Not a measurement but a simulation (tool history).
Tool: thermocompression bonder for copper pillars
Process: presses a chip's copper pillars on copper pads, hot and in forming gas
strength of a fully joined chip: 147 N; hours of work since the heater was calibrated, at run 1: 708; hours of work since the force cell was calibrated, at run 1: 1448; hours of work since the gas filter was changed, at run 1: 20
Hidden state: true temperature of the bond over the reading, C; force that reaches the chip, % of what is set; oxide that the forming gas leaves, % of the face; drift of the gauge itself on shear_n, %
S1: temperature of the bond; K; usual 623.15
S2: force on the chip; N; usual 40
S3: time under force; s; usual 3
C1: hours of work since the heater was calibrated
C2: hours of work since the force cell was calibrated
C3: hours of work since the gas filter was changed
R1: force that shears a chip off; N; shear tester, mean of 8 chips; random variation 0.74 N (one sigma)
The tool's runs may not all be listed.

| run | day | S1 | S2 | S3 | C1 | C2 | C3 | R1 |
|---|---|---|---|---|---|---|---|---|
| 1 | 0.000 | 623.15 | 40 | 3 | 708 | 1448 | 20 | 63.5 |
| 2 | 1.504 | 623.15 | 40 | 3 | 735 | 1475 | 47 | 65.0 |
| 3 | 2.825 | 623.15 | 40 | 3 | 759 | 1499 | 71 | 64.9 |
| 4 | 4.758 | 623.15 | 40 | 3 | 794 | 1534 | 106 | 64.1 |
| 5 | 5.867 | 612.15 | 40 | 3 | 814 | 1554 | 126 | 56.2 |
| 6 | 7.971 | 612.15 | 40 | 3 | 852 | 1592 | 164 | 54.2 |
| 7 | 10.008 | 612.15 | 40 | 3 | 889 | 1629 | 201 | 55.0 |
| 8 | 10.942 | 623.15 | 40 | 3 | 906 | 1646 | 218 | 62.1 |
| 9 | 12.975 | 623.15 | 40 | 3 | 942 | 1683 | 255 | 61.9 |
| 10 | 13.971 | 623.15 | 40 | 3 | 961 | 1701 | 273 | 62.4 |
| 11 | 15.567 | 623.15 | 40 | 3 | 989 | 1730 | 302 | 62.7 |
| 12 | 17.329 | 623.15 | 40 | 3 | 1021 | 1762 | 333 | 61.4 |
| 13 | 18.292 | 623.15 | 40 | 3 | 1039 | 1779 | 351 | 61.5 |
| 14 | 20.392 | 623.15 | 40 | 3 | 1077 | 1817 | 389 | 59.7 |
| 15 | 22.321 | 623.15 | 40 | 3 | 1111 | 1852 | 424 | 59.5 |
| 16 | 24.212 | 623.15 | 25 | 3 | 1146 | 1886 | 458 | 36.8 |
| 17 | 25.625 | 602.15 | 40 | 3 | 1171 | 1912 | 483 | 45.3 |
|  | 26.175 | forming gas filter changed |
| 18 | 27.533 | 602.15 | 40 | 3 | 1205 | 1946 | 25 | 50.2 |
| 19 | 28.912 | 602.15 | 40 | 3 | 1230 | 1971 | 49 | 50.0 |
| 20 | 30.238 | 602.15 | 40 | 3 | 1254 | 1995 | 73 | 49.4 |
| 21 | 32.025 | 623.15 | 51 | 6 | 1287 | 2027 | 106 | 101.1 |
| 22 | 33.750 | 632.15 | 50 | 2 | 1318 | 2058 | 137 | 75.8 |
| 23 | 34.675 | 632.15 | 50 | 2 | 1334 | 2075 | 154 | 76.1 |
| 24 | 36.762 | 632.15 | 50 | 2 | 1372 | 2113 | 191 | 75.4 |
| 25 | 38.950 | 640.15 | 56 | 4 | 1412 | 2152 | 231 | 106.6 |
|  | 40.738 | force cell calibrated |
| 26 | 40.812 | 624.15 | 37 | 3 | 1444 | 1 | 263 | 62.4 |
|  | 41.517 | heater calibrated with a thermocouple chip |
| 27 | 42.933 | 624.15 | 37 | 3 | 26 | 38 | 300 | 57.1 |
| 28 | 44.983 | 624.15 | 37 | 3 | 63 | 75 | 337 | 56.0 |
| 29 | 46.304 | 635.15 | 40 | 3 | 87 | 99 | 361 | 67.6 |
| 30 | 47.896 | 612.15 | 49 | 3 | 115 | 128 | 390 | 63.2 |
| 31 | 49.642 | 649.15 | 25 | 4 | 147 | 159 | 422 | 57.2 |
| 32 | 51.358 | 649.15 | 25 | 4 | 178 | 191 | 453 | 56.4 |
| 33 | 53.092 | 633.15 | 41 | 2 | 209 | 222 | 484 | 59.5 |
|  | 53.654 | forming gas filter changed |
| 34 | 54.171 | 650.15 | 26 | 5 | 228 | 241 | 9 | 68.2 |
| 35 | 55.283 | 642.15 | 40 | 9 | 249 | 261 | 30 | 107.4 |
| 36 | 57.092 | 642.15 | 40 | 9 | 281 | 294 | 62 | 108.1 |
| 37 | 59.188 | 615.15 | 49 | 2 | 319 | 332 | 100 | 60.3 |
| 38 | 60.742 | 615.15 | 49 | 2 | 347 | 360 | 128 | 61.6 |

4 ways to go on from here, each from the tool as it stands after run 38. What would each give?
| A | 61.788 | 616.15 | 28 | 4 | 366 | 379 | 147 | ? |
| B | 61.788 | 615.15 | 49 | 8 | 366 | 379 | 147 | ? |
| C | 61.788 | 647.15 | 52 | 3 | 366 | 379 | 147 | ? |
| D | 61.788 | 637.15 | 58 | 2 | 366 | 379 | 147 | ? |

| run | R1 |
|---|---|
| A | 44.5 |
| B | 93.3 |
| C | 99.6 |
| D | 88.1 |
Without the tool's hidden state the same runs would have given:
| run | R1 |
|---|---|
| A | 45.4 |
| B | 95.7 |
| C | 102.3 |
| D | 90.4 |

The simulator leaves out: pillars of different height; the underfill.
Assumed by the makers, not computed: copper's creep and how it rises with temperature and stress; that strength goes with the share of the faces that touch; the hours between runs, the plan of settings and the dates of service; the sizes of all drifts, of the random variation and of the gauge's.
